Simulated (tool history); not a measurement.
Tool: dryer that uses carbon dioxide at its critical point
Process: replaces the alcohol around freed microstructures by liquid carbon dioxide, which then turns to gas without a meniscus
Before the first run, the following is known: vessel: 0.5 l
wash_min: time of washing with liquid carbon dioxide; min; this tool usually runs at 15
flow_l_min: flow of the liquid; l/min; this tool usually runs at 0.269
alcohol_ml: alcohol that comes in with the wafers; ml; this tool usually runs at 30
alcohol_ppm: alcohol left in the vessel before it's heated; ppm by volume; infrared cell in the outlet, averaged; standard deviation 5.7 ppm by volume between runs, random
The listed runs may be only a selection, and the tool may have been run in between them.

{"run": 1, "hour": 0.0, "wash_min": 15, "flow_l_min": 0.269, "alcohol_ml": 30, "alcohol_ppm": 257}
{"run": 2, "hour": 34.7, "wash_min": 15, "flow_l_min": 0.269, "alcohol_ml": 37, "alcohol_ppm": 319}
{"run": 3, "hour": 57.1, "wash_min": 15, "flow_l_min": 0.232, "alcohol_ml": 30, "alcohol_ppm": 566}
{"run": 4, "hour": 76.5, "wash_min": 15, "flow_l_min": 0.269, "alcohol_ml": 30, "alcohol_ppm": 268}
{"run": 5, "hour": 108.0, "wash_min": 15, "flow_l_min": 0.269, "alcohol_ml": 30, "alcohol_ppm": 279}
{"run": 6, "hour": 137.8, "wash_min": 15, "flow_l_min": 0.269, "alcohol_ml": 30, "alcohol_ppm": 276}
{"run": 7, "hour": 164.3, "wash_min": 15, "flow_l_min": 0.269, "alcohol_ml": 69, "alcohol_ppm": 607}
{"run": 8, "hour": 179.6, "wash_min": 15, "flow_l_min": 0.269, "alcohol_ml": 69, "alcohol_ppm": 615}
{"run": 9, "hour": 195.7, "wash_min": 15, "flow_l_min": 0.269, "alcohol_ml": 69, "alcohol_ppm": 615}
{"run": 10, "hour": 214.7, "wash_min": 15, "flow_l_min": 0.224, "alcohol_ml": 30, "alcohol_ppm": 687}
{"run": 11, "hour": 232.8, "wash_min": 15, "flow_l_min": 0.224, "alcohol_ml": 30, "alcohol_ppm": 707}
{"run": 12, "hour": 251.9, "wash_min": 16, "flow_l_min": 0.31, "alcohol_ml": 58, "alcohol_ppm": 189}
{"run": 13, "hour": 283.5, "wash_min": 13, "flow_l_min": 0.348, "alcohol_ml": 68, "alcohol_ppm": 314}
{"run": 14, "hour": 310.6, "wash_min": 16, "flow_l_min": 0.174, "alcohol_ml": 70, "alcohol_ppm": 3642}
{"run": 15, "hour": 338.0, "wash_min": 16, "flow_l_min": 0.174, "alcohol_ml": 70, "alcohol_ppm": 3523}
{"run": 16, "hour": 367.3, "wash_min": 11, "flow_l_min": 0.406, "alcohol_ml": 30, "alcohol_ppm": 177}
{"hour": 375.5, "done": "inlet filter changed"}
{"run": 17, "hour": 403.1, "wash_min": 11, "flow_l_min": 0.306, "alcohol_ml": 54, "alcohol_ppm": 884}
{"run": 18, "hour": 421.3, "wash_min": 11, "flow_l_min": 0.306, "alcohol_ml": 54, "alcohol_ppm": 900}

Consider 5 possible next runs. They are alternatives, not a sequence: every one starts from the tool as it was left by run 18. What does each give?
{"run": "A", "hour": 438.6, "wash_min": 12, "flow_l_min": 0.28, "alcohol_ml": 40, "alcohol_ppm": "?"}
{"run": "B", "hour": 438.6, "wash_min": 18, "flow_l_min": 0.406, "alcohol_ml": 54, "alcohol_ppm": "?"}
{"run": "C", "hour": 438.6, "wash_min": 18, "flow_l_min": 0.214, "alcohol_ml": 49, "alcohol_ppm": "?"}
{"run": "D", "hour": 438.6, "wash_min": 17, "flow_l_min": 0.304, "alcohol_ml": 24, "alcohol_ppm": "?"}
{"run": "E", "hour": 438.6, "wash_min": 13, "flow_l_min": 0.269, "alcohol_ml": 30, "alcohol_ppm": "?"}

run=A alcohol_ppm=704
run=B alcohol_ppm=72
run=C alcohol_ppm=493
run=D alcohol_ppm=91
run=E alcohol_ppm=486
Stripped of hidden state, with their random variation kept, the same runs would have yielded:
run=A alcohol_ppm=628
run=B alcohol_ppm=11
run=C alcohol_ppm=419
run=D alcohol_ppm=26
run=E alcohol_ppm=411

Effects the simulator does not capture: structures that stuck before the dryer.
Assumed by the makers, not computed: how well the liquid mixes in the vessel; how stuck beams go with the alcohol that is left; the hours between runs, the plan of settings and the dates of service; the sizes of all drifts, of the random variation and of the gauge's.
